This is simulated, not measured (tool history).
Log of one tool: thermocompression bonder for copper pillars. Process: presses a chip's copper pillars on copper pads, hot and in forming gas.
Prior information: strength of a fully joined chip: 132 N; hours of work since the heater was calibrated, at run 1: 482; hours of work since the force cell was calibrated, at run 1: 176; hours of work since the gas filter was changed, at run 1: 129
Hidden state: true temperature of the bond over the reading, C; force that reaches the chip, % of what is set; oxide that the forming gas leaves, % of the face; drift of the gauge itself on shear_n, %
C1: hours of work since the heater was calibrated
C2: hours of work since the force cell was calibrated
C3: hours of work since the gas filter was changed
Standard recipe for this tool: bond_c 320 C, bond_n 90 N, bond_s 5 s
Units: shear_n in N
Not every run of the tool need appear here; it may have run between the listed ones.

Run 1, hour 0.0: usual settings; C1 482; C2 176; C3 129. Result: shear_n 72.3 N.
Run 2, hour 29.5: usual settings but bond_c 296 C; C1 496; C2 190; C3 143. Result: shear_n 50.5 N.
Run 3, hour 86.4: usual settings but bond_s 14 s; C1 523; C2 217; C3 170. Result: shear_n 94.2 N.
Run 4, hour 131.8: usual settings but bond_s 14 s; C1 545; C2 239; C3 192. Result: shear_n 93.9 N.
Run 5, hour 191.6: usual settings but bond_c 341 C; C1 573; C2 268; C3 220. Result: shear_n 86.5 N.
Run 6, hour 234.4: usual settings but bond_c 323 C; C1 594; C2 288; C3 240. Result: shear_n 73.1 N.
Run 7, hour 263.7: usual settings but bond_c 323 C, bond_n 75 N; C1 607; C2 302; C3 254. Result: shear_n 65.9 N.
Run 8, hour 307.4: usual settings; C1 628; C2 323; C3 275. Result: shear_n 69.3 N.
Run 9, hour 346.1: usual settings; C1 647; C2 341; C3 294. Result: shear_n 67.9 N.
Run 10, hour 384.7: usual settings but bond_s 12 s; C1 665; C2 360; C3 312. Result: shear_n 87.3 N.
Run 11, hour 427.9: usual settings; C1 686; C2 380; C3 333. Result: shear_n 67.6 N.
Run 12, hour 466.3: usual settings but bond_c 341 C; C1 704; C2 399; C3 351. Result: shear_n 83.0 N.
Run 13, hour 507.3: usual settings but bond_c 341 C; C1 724; C2 418; C3 370. Result: shear_n 83.3 N.
Run 14, hour 565.5: usual settings; C1 751; C2 446; C3 398. Result: shear_n 66.2 N.
Run 15, hour 602.4: usual settings; C1 769; C2 463; C3 416. Result: shear_n 65.0 N.
At hour 608.3: forming gas filter changed.
Run 16, hour 659.3: usual settings but bond_s 15 s; C1 796; C2 490; C3 24. Result: shear_n 96.3 N.
Run 17, hour 695.6: usual settings but bond_s 15 s; C1 813; C2 508; C3 42. Result: shear_n 97.5 N.
Run 18, hour 754.3: usual settings but bond_s 15 s; C1 841; C2 536; C3 70. Result: shear_n 97.3 N.
Run 19, hour 796.7: usual settings but bond_s 15 s; C1 861; C2 556; C3 90. Result: shear_n 95.0 N.
At hour 827.2: heater calibrated with a thermocouple chip.
Run 20, hour 856.8: usual settings but bond_s 15 s; C1 14; C2 583; C3 117. Result: shear_n 101.0 N.
Run 21, hour 904.4: usual settings but bond_c 297 C, bond_n 101 N; C1 37; C2 606; C3 140. Result: shear_n 58.5 N.
Run 22, hour 961.4: usual settings but bond_c 297 C, bond_n 101 N; C1 64; C2 633; C3 167. Result: shear_n 58.7 N.
Run 23, hour 1005.9: usual settings but bond_c 297 C, bond_n 55 N; C1 85; C2 654; C3 189. Result: shear_n 41.4 N.
Run 24, hour 1062.2: usual settings but bond_c 297 C, bond_n 55 N; C1 112; C2 681; C3 215. Result: shear_n 41.3 N.
Run 25, hour 1104.8: usual settings but bond_c 302 C, bond_s 4 s; C1 132; C2 702; C3 236. Result: shear_n 52.4 N.
Run 26, hour 1150.2: usual settings but bond_c 345 C, bond_n 126 N, bond_s 12 s; C1 154; C2 723; C3 257. Result: shear_n 114.9 N.
Run 27, hour 1205.2: usual settings but bond_n 106 N, bond_s 6 s; C1 180; C2 749; C3 284. Result: shear_n 80.8 N.
Run 28, hour 1255.6: usual settings but bond_n 106 N, bond_s 6 s; C1 204; C2 773; C3 308. Result: shear_n 80.2 N.
Run 29, hour 1280.8: usual settings but bond_c 324 C, bond_n 105 N, bond_s 8 s; C1 216; C2 785; C3 320. Result: shear_n 90.9 N.
Run 30, hour 1325.9: usual settings but bond_c 324 C, bond_n 105 N, bond_s 8 s; C1 238; C2 807; C3 341. Result: shear_n 87.7 N.
Run 31, hour 1384.4: usual settings but bond_c 324 C, bond_n 105 N, bond_s 8 s; C1 266; C2 835; C3 369. Result: shear_n 86.6 N.
Run 32, hour 1417.6: usual settings but bond_c 324 C, bond_n 97 N; C1 281; C2 851; C3 385. Result: shear_n 74.5 N.
Run 33, hour 1468.5: usual settings but bond_s 9 s; C1 306; C2 875; C3 409. Result: shear_n 80.3 N.
At hour 1487.8: forming gas filter changed.
Run 34, hour 1493.3: usual settings but bond_n 54 N, bond_s 6 s; C1 317; C2 886; C3 3. Result: shear_n 62.8 N.
Run 35, hour 1519.2: usual settings but bond_c 342 C; C1 330; C2 899; C3 15. Result: shear_n 92.8 N.
Run 36, hour 1555.4: usual settings but bond_c 326 C; C1 347; C2 916; C3 32. Result: shear_n 81.7 N.
Run 37, hour 1593.7: usual settings but bond_c 293 C; C1 365; C2 934; C3 50. Result: shear_n 50.6 N.
Run 38, hour 1620.2: usual settings but bond_c 305 C, bond_s 13 s; C1 378; C2 947; C3 63. Result: shear_n 83.9 N.
Run 39, hour 1652.4: usual settings but bond_c 326 C, bond_n 70 N, bond_s 6 s; C1 393; C2 962; C3 78. Result: shear_n 74.6 N.
Run 40, hour 1678.7: usual settings but bond_c 317 C, bond_n 58 N, bond_s 6 s; C1 406; C2 975; C3 91. Result: shear_n 62.3 N.

For some of the steps in shear_n from one run to the next: how much would appear even if the tool had no hidden state, given the settings, what came in and random variation, and how much remains for the hidden state plus any gauge scatter that the measured result and the result without hidden state don't share?
Run 2 -> 3: bond_c 296 -> 320, bond_s 5 -> 14. shear_n +43.7 N: hidden state -2.4, all else +46.1.
Run 15 -> 16: bond_s 5 -> 15, forming gas filter changed. shear_n +31.3 N: hidden state +6.9, all else +24.4.
Run 20 -> 21: bond_c 320 -> 297, bond_n 90 -> 101, bond_s 15 -> 5. shear_n -42.5 N: hidden state +0.8, all else -43.3.
Run 25 -> 26: bond_c 302 -> 345, bond_n 90 -> 126, bond_s 4 -> 12. shear_n +62.5 N: hidden state -4.2, all else +66.7.
Run 33 -> 34: bond_n 90 -> 54, bond_s 9 -> 6, forming gas filter changed. shear_n -17.5 N: hidden state +8.4, all else -25.9.
